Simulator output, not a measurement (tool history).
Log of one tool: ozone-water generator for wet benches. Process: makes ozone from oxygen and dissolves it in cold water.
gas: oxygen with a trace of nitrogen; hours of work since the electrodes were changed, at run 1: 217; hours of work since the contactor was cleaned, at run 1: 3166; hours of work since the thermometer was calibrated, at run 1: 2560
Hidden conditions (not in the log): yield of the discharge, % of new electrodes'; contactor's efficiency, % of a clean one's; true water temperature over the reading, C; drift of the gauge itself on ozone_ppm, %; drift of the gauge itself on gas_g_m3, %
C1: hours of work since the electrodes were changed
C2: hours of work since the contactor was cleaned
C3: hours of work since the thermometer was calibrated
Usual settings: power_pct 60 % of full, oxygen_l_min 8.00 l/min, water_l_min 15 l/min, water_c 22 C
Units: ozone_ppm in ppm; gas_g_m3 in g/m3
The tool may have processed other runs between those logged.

run 1 hour=0.0 | power_pct=60 oxygen_l_min=8.00 water_l_min=15 water_c=22 | C1=217 C2=3166 C3=2560 | ozone_ppm=33.7 gas_g_m3=242.4
run 2 hour=39.2 | power_pct=60 oxygen_l_min=8.00 water_l_min=15 water_c=22 | C1=249 C2=3198 C3=2592 | ozone_ppm=33.7 gas_g_m3=241.4
run 3 hour=90.0 | power_pct=60 oxygen_l_min=8.00 water_l_min=15 water_c=22 | C1=290 C2=3239 C3=2633 | ozone_ppm=33.7 gas_g_m3=242.5
run 4 hour=128.1 | power_pct=60 oxygen_l_min=8.00 water_l_min=17 water_c=22 | C1=322 C2=3270 C3=2664 | ozone_ppm=31.6 gas_g_m3=242.3
run 5 hour=160.0 | power_pct=60 oxygen_l_min=8.00 water_l_min=17 water_c=22 | C1=348 C2=3296 C3=2690 | ozone_ppm=31.2 gas_g_m3=242.3
run 6 hour=193.8 | power_pct=60 oxygen_l_min=8.00 water_l_min=17 water_c=22 | C1=375 C2=3324 C3=2718 | ozone_ppm=31.4 gas_g_m3=243.7
run 7 hour=239.1 | power_pct=60 oxygen_l_min=8.00 water_l_min=15 water_c=22 | C1=412 C2=3361 C3=2755 | ozone_ppm=33.8 gas_g_m3=243.9
run 8 hour=273.2 | power_pct=61 oxygen_l_min=6.85 water_l_min=15 water_c=22 | C1=440 C2=3389 C3=2783 | ozone_ppm=35.9 gas_g_m3=272.5
run 9 hour=321.1 | power_pct=51 oxygen_l_min=12.52 water_l_min=13 water_c=24 | C1=479 C2=3428 C3=2822 | ozone_ppm=26.0 gas_g_m3=162.8
run 10 hour=371.3 | power_pct=60 oxygen_l_min=8.25 water_l_min=17 water_c=22 | C1=520 C2=3469 C3=2863 | ozone_ppm=31.0 gas_g_m3=238.5
run 11 hour=418.5 | power_pct=60 oxygen_l_min=8.25 water_l_min=17 water_c=22 | C1=559 C2=3508 C3=2902 | ozone_ppm=31.2 gas_g_m3=237.2
run 12 hour=444.4 | power_pct=60 oxygen_l_min=8.25 water_l_min=17 water_c=22 | C1=580 C2=3529 C3=2923 | ozone_ppm=31.1 gas_g_m3=239.3
run 13 hour=489.5 | power_pct=60 oxygen_l_min=10.12 water_l_min=18 water_c=22 | C1=617 C2=3566 C3=2960 | ozone_ppm=28.3 gas_g_m3=207.8
run 14 hour=545.1 | power_pct=60 oxygen_l_min=10.12 water_l_min=18 water_c=22 | C1=662 C2=3611 C3=3005 | ozone_ppm=28.3 gas_g_m3=207.7

Measured result minus the same run's result without the hidden state. Both carry the same run-to-run variation, though not necessarily the same gauge scatter:
run=1 gas_g_m3=-0.1
run=2 gas_g_m3=+0.2
run=3 gas_g_m3=+0.4
run=4 gas_g_m3=+0.6
run=5 gas_g_m3=+0.8
run=6 gas_g_m3=+0.9
run=7 gas_g_m3=+1.2
run=8 gas_g_m3=+1.5
run=9 gas_g_m3=+1.0
run=10 gas_g_m3=+1.8
run=11 gas_g_m3=+2.0
run=12 gas_g_m3=+2.2
run=13 gas_g_m3=+2.1
run=14 gas_g_m3=+2.3
ozone_ppm: differs from the measured result by no more than 0.1 ppm in any run.
